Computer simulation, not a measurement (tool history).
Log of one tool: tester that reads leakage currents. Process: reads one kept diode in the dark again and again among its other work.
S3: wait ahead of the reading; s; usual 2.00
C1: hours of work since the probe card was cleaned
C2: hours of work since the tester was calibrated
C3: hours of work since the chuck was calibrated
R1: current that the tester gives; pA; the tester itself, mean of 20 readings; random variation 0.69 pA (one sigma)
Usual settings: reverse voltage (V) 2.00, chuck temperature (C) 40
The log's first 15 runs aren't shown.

Run 16, hour 2790.0: usual settings but S3 0.48 s; C1 536; C2 2607; C3 682. Result: R1 220.10 pA.
Run 17, hour 2982.0: usual settings but chuck temperature (C) 44; C1 688; C2 2759; C3 834. Result: R1 286.36 pA.
Run 18, hour 3178.7: usual settings but reverse voltage (V) 9.09, chuck temperature (C) 36, S3 3.81 s; C1 844; C2 2915; C3 990. Result: R1 349.87 pA.
At hour 3201.0: chuck's temperature calibrated.
Run 19, hour 3441.2: usual settings but reverse voltage (V) 12.19, chuck temperature (C) 36, S3 0.74 s; C1 1051; C2 3122; C3 190. Result: R1 443.79 pA.
Run 20, hour 3559.1: usual settings but reverse voltage (V) 5.58, chuck temperature (C) 36, S3 2.12 s; C1 1144; C2 3215; C3 284. Result: R1 293.47 pA.
Run 21, hour 3741.6: usual settings but reverse voltage (V) 3.07, chuck temperature (C) 34, S3 2.33 s; C1 1289; C2 3360; C3 429. Result: R1 185.71 pA.
Run 22, hour 3907.2: usual settings but reverse voltage (V) 3.40, chuck temperature (C) 52, S3 4.66 s; C1 1420; C2 3491; C3 560. Result: R1 656.33 pA.
At hour 3970.3: probe card cleaned and baked.
Run 23, hour 4152.3: usual settings but reverse voltage (V) 3.40, chuck temperature (C) 52, S3 4.66 s; C1 144; C2 3683; C3 752. Result: R1 641.50 pA.
Run 24, hour 4290.7: usual settings but reverse voltage (V) 3.40, chuck temperature (C) 52, S3 4.66 s; C1 254; C2 3793; C3 862. Result: R1 639.01 pA.
At hour 4476.6: chuck's temperature calibrated.
Run 25, hour 4533.6: usual settings but chuck temperature (C) 23, S3 0.32 s; C1 445; C2 3984; C3 45. Result: R1 69.15 pA.
Run 26, hour 4692.0: usual settings but reverse voltage (V) 8.87, chuck temperature (C) 58, S3 6.94 s; C1 571; C2 4110; C3 171. Result: R1 1613.99 pA.
Run 27, hour 4958.0: usual settings but reverse voltage (V) 12.47, chuck temperature (C) 46; C1 781; C2 4321; C3 382. Result: R1 872.19 pA.
Run 28, hour 5211.2: usual settings but reverse voltage (V) 7.13, chuck temperature (C) 23, S3 0.73 s; C1 982; C2 4521; C3 582. Result: R1 133.52 pA.
Run 29, hour 5363.5: usual settings but reverse voltage (V) 7.13, chuck temperature (C) 23, S3 0.73 s; C1 1103; C2 4642; C3 703. Result: R1 133.94 pA.
Run 30, hour 5589.3: usual settings but reverse voltage (V) 7.13, chuck temperature (C) 23, S3 0.73 s; C1 1282; C2 4821; C3 882. Result: R1 134.45 pA.
At hour 5749.9: chuck's temperature calibrated.
At hour 5829.1: probe card cleaned and baked.
Run 31, hour 5829.1: usual settings but reverse voltage (V) 7.13, chuck temperature (C) 23, S3 0.73 s; C1 0; C2 5007; C3 60. Result: R1 125.75 pA.
Run 32, hour 5999.7: usual settings but reverse voltage (V) 9.17; C1 135; C2 5142; C3 196. Result: R1 495.56 pA.
Run 33, hour 6171.7: usual settings but reverse voltage (V) 4.91, chuck temperature (C) 51, S3 1.66 s; C1 272; C2 5279; C3 332. Result: R1 763.06 pA.
Run 34, hour 6280.5: usual settings but reverse voltage (V) 7.02, chuck temperature (C) 37; C1 358; C2 5365; C3 418. Result: R1 345.34 pA.

Forecast each of these 3 alternatives for the next run:
Run A, hour 6526.2: usual settings but reverse voltage (V) 11.51, chuck temperature (C) 23, S3 7.15 s; C1 553; C2 5560; C3 613. Result: R1 ?.
Run B, hour 6526.2: usual settings but chuck temperature (C) 49; C1 553; C2 5560; C3 613. Result: R1 ?.
Run C, hour 6526.2: usual settings but reverse voltage (V) 1.99, chuck temperature (C) 37; C1 553; C2 5560; C3 613. Result: R1 ?.

run      R1
  A  159.90
  B  415.19
  C  181.30
Without the tool's hidden state the same runs would have given:
run      R1
  A  154.58
  B  425.07
  C  185.24

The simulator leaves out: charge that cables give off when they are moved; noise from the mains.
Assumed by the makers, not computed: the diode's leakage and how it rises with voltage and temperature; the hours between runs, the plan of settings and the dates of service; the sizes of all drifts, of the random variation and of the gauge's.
